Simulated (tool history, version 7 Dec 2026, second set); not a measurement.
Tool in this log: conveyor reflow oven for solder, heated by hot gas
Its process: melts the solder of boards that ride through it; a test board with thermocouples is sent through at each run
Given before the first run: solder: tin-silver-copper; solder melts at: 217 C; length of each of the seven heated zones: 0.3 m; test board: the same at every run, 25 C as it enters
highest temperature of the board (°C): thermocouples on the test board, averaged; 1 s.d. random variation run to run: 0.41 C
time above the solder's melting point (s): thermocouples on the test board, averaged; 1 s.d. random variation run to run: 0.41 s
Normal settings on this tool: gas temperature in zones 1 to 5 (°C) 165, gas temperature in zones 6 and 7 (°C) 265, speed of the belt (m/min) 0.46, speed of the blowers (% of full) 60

| run | hour | gas temperature in zones 1 to 5 (°C) | gas temperature in zones 6 and 7 (°C) | speed of the belt (m/min) | speed of the blowers (% of full) | highest temperature of the board (°C) | time above the solder's melting point (s) |
|---|---|---|---|---|---|---|---|
| 1 | 0.0 | 165 | 265 | 0.46 | 60 | 247.3 | 50.6 |
| 2 | 32.6 | 165 | 265 | 0.46 | 60 | 246.4 | 50.3 |
| 3 | 65.9 | 165 | 265 | 0.46 | 60 | 247.5 | 49.4 |
| 4 | 94.1 | 165 | 265 | 0.46 | 71 | 248.6 | 53.0 |
| 5 | 124.9 | 165 | 265 | 0.46 | 60 | 247.2 | 50.7 |
|  | 143.6 | flux residue cleaned out of gas plates and filters |
| 6 | 162.5 | 165 | 265 | 0.46 | 60 | 246.9 | 50.7 |
| 7 | 183.9 | 165 | 265 | 0.46 | 79 | 249.4 | 54.1 |
| 8 | 207.1 | 165 | 268 | 0.46 | 73 | 251.6 | 55.1 |
| 9 | 234.9 | 165 | 268 | 0.46 | 73 | 251.4 | 54.8 |
| 10 | 254.5 | 165 | 277 | 0.46 | 62 | 257.0 | 59.2 |
| 11 | 288.1 | 175 | 277 | 0.46 | 62 | 259.6 | 63.0 |
|  | 297.0 | flux residue cleaned out of gas plates and filters, once more |
| 12 | 328.6 | 161 | 273 | 0.46 | 56 | 254.0 | 55.1 |
| 13 | 347.2 | 161 | 273 | 0.46 | 56 | 253.6 | 55.0 |

Each row is a separate what-if for the run after 13, all from the same tool condition, not one after another. Results?
| A | 377.6 | 161 | 263 | 0.46 | 56 | ? | ? |
| B | 377.6 | 177 | 265 | 0.46 | 83 | ? | ? |
| C | 377.6 | 161 | 279 | 0.46 | 56 | ? | ? |
| D | 377.6 | 165 | 254 | 0.46 | 60 | ? | ? |

| run | highest temperature of the board (°C) | time above the solder's melting point (s) |
|---|---|---|
| A | 244.9 | 48.1 |
| B | 255.2 | 61.9 |
| C | 259.0 | 58.9 |
| D | 239.7 | 43.3 |
The same runs, with their run-to-run variation unchanged, on a tool lacking any hidden condition would have given:
| run | highest temperature of the board (°C) | time above the solder's melting point (s) |
|---|---|---|
| A | 242.7 | 45.9 |
| B | 253.0 | 60.3 |
| C | 256.8 | 57.2 |
| D | 237.6 | 40.8 |

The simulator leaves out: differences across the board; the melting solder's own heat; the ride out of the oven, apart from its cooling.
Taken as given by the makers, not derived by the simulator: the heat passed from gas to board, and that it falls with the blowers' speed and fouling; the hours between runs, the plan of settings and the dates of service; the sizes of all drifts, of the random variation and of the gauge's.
